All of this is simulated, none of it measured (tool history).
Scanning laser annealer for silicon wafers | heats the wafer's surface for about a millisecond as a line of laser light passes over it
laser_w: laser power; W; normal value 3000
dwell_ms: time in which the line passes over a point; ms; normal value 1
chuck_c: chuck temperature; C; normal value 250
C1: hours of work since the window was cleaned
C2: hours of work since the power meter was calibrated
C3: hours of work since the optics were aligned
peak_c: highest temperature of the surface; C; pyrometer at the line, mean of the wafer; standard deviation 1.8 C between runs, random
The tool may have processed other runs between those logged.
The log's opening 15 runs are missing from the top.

Run 16, hour 266.6: usual settings but chuck_c 261 C; C1 39; C2 371; C3 331. Result: peak_c 1045 C.
Run 17, hour 280.8: usual settings but chuck_c 261 C; C1 50; C2 381; C3 341. Result: peak_c 1042 C.
Run 18, hour 293.7: usual settings but chuck_c 261 C; C1 60; C2 391; C3 351. Result: peak_c 1042 C.
Run 19, hour 312.2: usual settings but dwell_ms 0.92 ms, chuck_c 261 C; C1 74; C2 405; C3 365. Result: peak_c 1001 C.
Run 20, hour 323.1: usual settings but dwell_ms 0.92 ms, chuck_c 261 C; C1 82; C2 413; C3 373. Result: peak_c 1006 C.
Run 21, hour 339.3: usual settings but dwell_ms 0.92 ms, chuck_c 261 C; C1 94; C2 426; C3 385. Result: peak_c 1001 C.
Run 22, hour 352.3: usual settings but laser_w 3114 W, dwell_ms 1.19 ms, chuck_c 240 C; C1 104; C2 436; C3 395. Result: peak_c 1130 C.
Run 23, hour 367.5: usual settings but laser_w 3114 W, dwell_ms 0.97 ms, chuck_c 242 C; C1 116; C2 447; C3 407. Result: peak_c 1033 C.
Run 24, hour 391.4: usual settings but dwell_ms 0.9 ms, chuck_c 242 C; C1 134; C2 465; C3 425. Result: peak_c 965 C.
Run 25, hour 413.1: usual settings but laser_w 2794 W, dwell_ms 1.19 ms; C1 150; C2 482; C3 441. Result: peak_c 1031 C.
Run 26, hour 432.2: usual settings but laser_w 2785 W, dwell_ms 0.71 ms, chuck_c 214 C; C1 165; C2 496; C3 456. Result: peak_c 797 C.
Run 27, hour 443: usual settings but laser_w 2768 W, dwell_ms 0.71 ms, chuck_c 254 C; C1 173; C2 504; C3 464. Result: peak_c 829 C.
Run 28, hour 459.6: usual settings but laser_w 2768 W, dwell_ms 0.71 ms, chuck_c 254 C; C1 185; C2 517; C3 476. Result: peak_c 828 C.
Run 29, hour 480.2: usual settings but laser_w 2677 W, dwell_ms 0.71 ms, chuck_c 280 C; C1 201; C2 532; C3 492. Result: peak_c 836 C.
Run 30, hour 493.6: usual settings but laser_w 2677 W, dwell_ms 0.94 ms, chuck_c 280 C; C1 211; C2 542; C3 502. Result: peak_c 925 C.
Run 31, hour 506.4: usual settings but laser_w 2698 W, dwell_ms 0.76 ms, chuck_c 274 C; C1 221; C2 552; C3 512. Result: peak_c 853 C.
Run 32, hour 518.7: usual settings but laser_w 2839 W, dwell_ms 0.88 ms, chuck_c 221 C; C1 230; C2 561; C3 521. Result: peak_c 884 C.
Run 33, hour 542.6: usual settings but laser_w 2819 W, dwell_ms 1.12 ms, chuck_c 212 C; C1 248; C2 580; C3 539. Result: peak_c 963 C.
Run 34, hour 559.2: usual settings but laser_w 3151 W, dwell_ms 0.99 ms, chuck_c 269 C; C1 261; C2 592; C3 552. Result: peak_c 1063 C.
Run 35, hour 572.2: usual settings but laser_w 2969 W, dwell_ms 1.05 ms, chuck_c 223 C; C1 271; C2 602; C3 562. Result: peak_c 991 C.
Run 36, hour 586.1: usual settings but laser_w 2969 W, dwell_ms 1.05 ms, chuck_c 223 C; C1 281; C2 612; C3 572. Result: peak_c 984 C.
Run 37, hour 604.3: usual settings but laser_w 2613 W, dwell_ms 0.79 ms, chuck_c 223 C; C1 295; C2 626; C3 586. Result: peak_c 788 C.
Run 38, hour 626.2: usual settings but laser_w 2723 W, dwell_ms 0.82 ms, chuck_c 235 C; C1 311; C2 643; C3 603. Result: peak_c 834 C.
Run 39, hour 645: usual settings but laser_w 3242 W, dwell_ms 0.73 ms; C1 326; C2 657; C3 617. Result: peak_c 931 C.
Run 40, hour 656.8: usual settings but laser_w 2610 W, dwell_ms 0.79 ms, chuck_c 225 C; C1 335; C2 666; C3 626. Result: peak_c 783 C.

Here are 4 independent what-if runs from the current tool condition. What would each one return?
Run A, hour 681.8: usual settings but laser_w 2575 W, chuck_c 289 C; C1 354; C2 685; C3 645. Result: peak_c ?.
Run B, hour 681.8: usual settings but laser_w 3072 W, dwell_ms 0.72 ms, chuck_c 225 C; C1 354; C2 685; C3 645. Result: peak_c ?.
Run C, hour 681.8: usual settings but laser_w 2610 W, dwell_ms 0.79 ms, chuck_c 257 C; C1 354; C2 685; C3 645. Result: peak_c ?.
Run D, hour 681.8: usual settings but laser_w 3068 W, dwell_ms 0.79 ms, chuck_c 220 C; C1 354; C2 685; C3 645. Result: peak_c ?.

run  peak_c
  A     917
  B     860
  C     814
  D     889
Had the tool no hidden state, the same runs would have come out as:
run  peak_c
  A     956
  B     900
  C     849
  D     930
